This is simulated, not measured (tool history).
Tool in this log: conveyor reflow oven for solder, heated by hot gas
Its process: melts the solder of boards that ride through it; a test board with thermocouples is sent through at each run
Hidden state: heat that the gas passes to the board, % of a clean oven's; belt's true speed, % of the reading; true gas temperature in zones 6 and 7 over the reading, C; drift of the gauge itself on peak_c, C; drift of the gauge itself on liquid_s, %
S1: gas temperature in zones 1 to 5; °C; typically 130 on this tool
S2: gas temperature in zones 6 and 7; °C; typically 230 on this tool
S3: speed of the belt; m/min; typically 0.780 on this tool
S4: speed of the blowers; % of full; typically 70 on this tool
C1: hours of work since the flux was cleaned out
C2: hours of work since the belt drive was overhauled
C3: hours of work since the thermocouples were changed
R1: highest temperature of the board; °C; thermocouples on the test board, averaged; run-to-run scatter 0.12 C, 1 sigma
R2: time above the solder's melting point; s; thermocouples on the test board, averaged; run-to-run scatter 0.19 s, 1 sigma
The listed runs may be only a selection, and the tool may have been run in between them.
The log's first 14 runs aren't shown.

run,hour,S1,S2,S3,S4,C1,C2,C3,R1,R2
15,971.5,130,230,0.780,54,177,701,601,203.7,32.1
16,1031.9,130,230,0.780,54,202,726,626,203.5,32.0
17,1098.7,124,230,0.780,82,230,753,653,210.6,38.0
18,1182.2,124,230,0.780,82,264,787,687,210.4,38.0
19,1282.9,124,234,0.780,71,305,829,729,210.6,37.7
20,1366.5,126,243,0.869,70,340,863,763,213.3,36.0
21,1467.2,126,243,0.869,70,381,904,804,212.7,35.5
22,1559.2,126,221,0.703,50,419,942,842,197.4,28.0
# hour 1571.5: flux residue cleaned out of gas plates and filters
23,1617.7,135,243,0.721,60,19,964,864,222.6,53.2
# hour 1633.8: thermocouples of zones 6 and 7 changed
24,1716.3,135,243,0.721,60,59,1004,34,220.8,52.2
25,1765.2,137,223,0.780,70,79,1024,54,204.8,36.5
26,1808.3,137,223,0.746,70,96,1042,72,206.1,40.2
27,1877.0,130,230,0.659,75,125,1070,100,215.7,53.2
28,1945.6,130,230,0.780,63,153,1098,128,206.7,36.1
29,2042.6,130,230,0.780,63,193,1138,168,206.5,35.6
30,2122.5,116,235,0.780,76,225,1170,201,211.2,37.5
31,2210.5,116,235,0.676,76,261,1207,237,216.7,48.6

4 ways to go on from here, each from the tool as it stands after run 31. What would each give?
A,2299.0,136,230,0.780,70,298,1243,273,?,?
B,2299.0,130,235,0.780,70,298,1243,273,?,?
C,2299.0,116,233,0.765,76,298,1243,273,?,?
D,2299.0,130,237,0.755,58,298,1243,273,?,?

run,R1,R2
A,209.6,40.7
B,212.2,41.0
C,210.3,37.6
D,211.4,41.7
With the hidden condition removed and each run's random variation left untouched, the same runs would have given:
run,R1,R2
A,210.4,40.1
B,213.1,40.4
C,211.4,37.2
D,212.0,40.8
